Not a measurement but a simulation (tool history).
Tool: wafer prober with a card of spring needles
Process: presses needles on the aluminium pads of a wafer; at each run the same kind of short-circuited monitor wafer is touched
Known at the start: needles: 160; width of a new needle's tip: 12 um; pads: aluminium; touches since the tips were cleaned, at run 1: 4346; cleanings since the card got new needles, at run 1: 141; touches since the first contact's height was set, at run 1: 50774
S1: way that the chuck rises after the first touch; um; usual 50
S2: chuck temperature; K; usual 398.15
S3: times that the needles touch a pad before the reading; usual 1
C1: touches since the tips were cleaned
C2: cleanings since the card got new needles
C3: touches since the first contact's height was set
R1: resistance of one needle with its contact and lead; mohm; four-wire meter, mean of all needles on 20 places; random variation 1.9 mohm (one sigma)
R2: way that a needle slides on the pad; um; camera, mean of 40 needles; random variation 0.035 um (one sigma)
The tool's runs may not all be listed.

run,hour,S1,S2,S3,C1,C2,C3,R1,R2
1,0,50,398.15,1,4346,141,50774,204,6.87
# hour 2.6: tips cleaned on abrasive film
# hour 12.7: tips cleaned on abrasive film
# hour 22.7: tips cleaned on abrasive film
# hour 35.3: tips cleaned on abrasive film
# hour 47.9: tips cleaned on abrasive film
2,53.7,50,398.15,1,3272,146,80773,199,6.89
# hour 58.7: tips cleaned on abrasive film
# hour 71.3: tips cleaned on abrasive film
# hour 81.4: tips cleaned on abrasive film
# hour 91.4: tips cleaned on abrasive film
# hour 104: tips cleaned on abrasive film
3,111.6,50,398.15,1,4259,151,113170,204,6.97
# hour 114.1: tips cleaned on abrasive film
# hour 126.7: tips cleaned on abrasive film
# hour 136.8: tips cleaned on abrasive film
# hour 149: tips cleaned on abrasive film
4,149,50,398.15,2,0,155,134052,204,6.86
# hour 159: tips cleaned on abrasive film
# hour 171.6: tips cleaned on abrasive film
# hour 184.2: tips cleaned on abrasive film
# hour 196.7: tips cleaned on abrasive film
5,197.6,50,398.15,2,484,159,161268,204,6.81
# hour 207.7: tips cleaned on abrasive film
# hour 220.2: tips cleaned on abrasive film
# hour 232.8: tips cleaned on abrasive film
# hour 245.3: tips cleaned on abrasive film
6,245.7,50,398.15,2,205,163,188205,204,6.92
# hour 255.8: tips cleaned on abrasive film
# hour 268.3: tips cleaned on abrasive film
# hour 280.9: tips cleaned on abrasive film
7,286.3,50,398.15,2,3051,166,210953,207,6.84
# hour 291.4: tips cleaned on abrasive film
# hour 296.7: height of the first contact set anew
# hour 301.8: tips cleaned on abrasive film
# hour 314.3: tips cleaned on abrasive film
# hour 324.4: tips cleaned on abrasive film
# hour 337: tips cleaned on abrasive film
# hour 349.5: tips cleaned on abrasive film
8,355,50,313.15,1,3055,172,32600,186,6.84
# hour 360: tips cleaned on abrasive film
# hour 372.6: tips cleaned on abrasive film
# hour 385.2: tips cleaned on abrasive film
9,393.7,50,313.15,1,4811,175,54294,183,6.81
# hour 396.3: tips cleaned on abrasive film
# hour 406.4: tips cleaned on abrasive film
# hour 418.9: tips cleaned on abrasive film
# hour 429: tips cleaned on abrasive film
# hour 439.1: tips cleaned on abrasive film
# hour 451.6: tips cleaned on abrasive film
10,455.4,50,313.15,1,2157,181,88811,185,6.83
# hour 463: tips cleaned on abrasive film
# hour 475.6: tips cleaned on abrasive film
# hour 485.7: tips cleaned on abrasive film
11,488.8,33,398.15,1,1786,184,107480,217,4.52
# hour 496.4: tips cleaned on abrasive film
# hour 506.5: tips cleaned on abrasive film
# hour 519: tips cleaned on abrasive film
# hour 529.1: tips cleaned on abrasive film
# hour 541.7: tips cleaned on abrasive film
12,548.5,33,398.15,1,3854,189,140877,217,4.49
# hour 553.6: tips cleaned on abrasive film
# hour 563.7: tips cleaned on abrasive film
# hour 576.2: tips cleaned on abrasive film
# hour 588.8: tips cleaned on abrasive film
# hour 601.3: tips cleaned on abrasive film
# hour 613.9: tips cleaned on abrasive film
13,616.2,33,318.15,1,1279,195,178735,198,4.5
# hour 626.2: tips cleaned on abrasive film
# hour 636.3: tips cleaned on abrasive film
# hour 648.9: tips cleaned on abrasive film
14,657.9,33,301.15,1,5065,198,202090,191,4.47
# hour 660.5: tips cleaned on abrasive film
# hour 670.5: tips cleaned on abrasive film
# hour 680.6: tips cleaned on abrasive film
# hour 685.9: height of the first contact set anew
# hour 693.5: tips cleaned on abrasive film
# hour 706: tips cleaned on abrasive film
# hour 718.6: tips cleaned on abrasive film
15,724.3,50,379.15,2,3234,204,21523,197,6.88
# hour 729.4: tips cleaned on abrasive film
# hour 739.5: tips cleaned on abrasive film
# hour 752: tips cleaned on abrasive film
# hour 762.1: tips cleaned on abrasive film
# hour 772.2: tips cleaned on abrasive film
16,779.5,30,310.15,2,4145,209,52401,197,4.11
# hour 784.6: tips cleaned on abrasive film
# hour 797.2: tips cleaned on abrasive film
# hour 807.2: tips cleaned on abrasive film
17,815.2,68,398.15,1,4496,212,72373,194,9.19
# hour 817.8: tips cleaned on abrasive film
# hour 830.4: tips cleaned on abrasive film
# hour 840.4: tips cleaned on abrasive film
18,845.4,48,350.15,2,2778,215,89220,195,6.56
# hour 852.9: tips cleaned on abrasive film
# hour 865.5: tips cleaned on abrasive film
# hour 875.6: tips cleaned on abrasive film
# hour 885.6: tips cleaned on abrasive film
# hour 895.7: tips cleaned on abrasive film
19,904.2,59,341.15,1,4765,220,122123,189,8.01
# hour 906.8: tips cleaned on abrasive film
# hour 916.8: tips cleaned on abrasive film
# hour 929.4: tips cleaned on abrasive film
# hour 942: tips cleaned on abrasive film
20,946.9,38,305.15,3,2762,224,145990,191,5.13

Forecast run 21:
# hour 954.4: tips cleaned on abrasive film
# hour 964.5: tips cleaned on abrasive film
# hour 974.6: tips cleaned on abrasive film
# hour 985: tips cleaned on abrasive film
21,985,38,305.15,3,0,228,167268,?,?

Run 21 gave R1 188 mohm, R2 5.26 um.
Without the tool's hidden state the same run would have given R1 188 mohm, R2 5.33 um.
